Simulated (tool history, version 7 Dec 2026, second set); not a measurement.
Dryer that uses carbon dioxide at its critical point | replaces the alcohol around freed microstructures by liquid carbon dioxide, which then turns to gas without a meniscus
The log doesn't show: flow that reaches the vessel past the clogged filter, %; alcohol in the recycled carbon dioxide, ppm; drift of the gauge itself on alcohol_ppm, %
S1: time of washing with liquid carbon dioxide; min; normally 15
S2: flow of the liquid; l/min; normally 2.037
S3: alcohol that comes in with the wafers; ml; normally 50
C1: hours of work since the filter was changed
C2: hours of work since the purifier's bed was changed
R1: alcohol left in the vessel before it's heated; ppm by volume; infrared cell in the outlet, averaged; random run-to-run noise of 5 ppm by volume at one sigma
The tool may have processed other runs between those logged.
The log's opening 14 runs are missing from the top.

run 15 day=33.021 | S1=10 S2=2.010 S3=50 | C1=190 C2=545 | R1=483
run 16 day=34.788 | S1=10 S2=2.010 S3=50 | C1=212 C2=567 | R1=518
-- day=35.533 inlet filter changed
run 17 day=37.008 | S1=10 S2=2.010 S3=50 | C1=18 C2=594 | R1=322
run 18 day=38.921 | S1=10 S2=2.010 S3=50 | C1=42 C2=618 | R1=346
run 19 day=41.583 | S1=14 S2=2.670 S3=50 | C1=75 C2=651 | R1=78
run 20 day=44.088 | S1=21 S2=2.600 S3=72 | C1=106 C2=682 | R1=74
run 21 day=45.425 | S1=20 S2=1.500 S3=26 | C1=123 C2=699 | R1=104
run 22 day=46.892 | S1=20 S2=1.500 S3=26 | C1=141 C2=717 | R1=114
run 23 day=48.158 | S1=11 S2=1.700 S3=65 | C1=157 C2=733 | R1=716
run 24 day=50.217 | S1=15 S2=1.400 S3=50 | C1=182 C2=758 | R1=440
run 25 day=52.896 | S1=19 S2=1.690 S3=55 | C1=215 C2=791 | R1=170
-- day=53.312 inlet filter changed
run 26 day=55.246 | S1=19 S2=1.690 S3=55 | C1=24 C2=820 | R1=123
run 27 day=57.675 | S1=19 S2=1.690 S3=55 | C1=54 C2=850 | R1=123
run 28 day=59.625 | S1=15 S2=1.520 S3=24 | C1=78 C2=874 | R1=189
run 29 day=61.650 | S1=15 S2=1.520 S3=24 | C1=104 C2=899 | R1=197
run 30 day=63.400 | S1=11 S2=2.550 S3=36 | C1=125 C2=921 | R1=159
run 31 day=65.971 | S1=16 S2=2.550 S3=23 | C1=157 C2=953 | R1=109
run 32 day=68.729 | S1=13 S2=3.450 S3=34 | C1=191 C2=987 | R1=111
-- day=71.058 inlet filter changed
run 33 day=71.358 | S1=13 S2=3.450 S3=34 | C1=4 C2=1019 | R1=118
run 34 day=74.058 | S1=12 S2=2.037 S3=25 | C1=37 C2=1053 | R1=175

4 options for the next run, each taken on its own from the tool as it stands now. Forecast them:
run A day=76.450 | S1=15 S2=2.150 S3=62 | C1=67 C2=1083 | R1=?
run B day=76.450 | S1=11 S2=1.600 S3=37 | C1=67 C2=1083 | R1=?
run C day=76.450 | S1=15 S2=2.070 S3=50 | C1=67 C2=1083 | R1=?
run D day=76.450 | S1=16 S2=2.050 S3=56 | C1=67 C2=1083 | R1=?

run=A R1=156
run=B R1=465
run=C R1=161
run=D R1=146
With no hidden state in the tool, these same runs would have given:
run=A R1=32
run=B R1=294
run=C R1=39
run=D R1=26
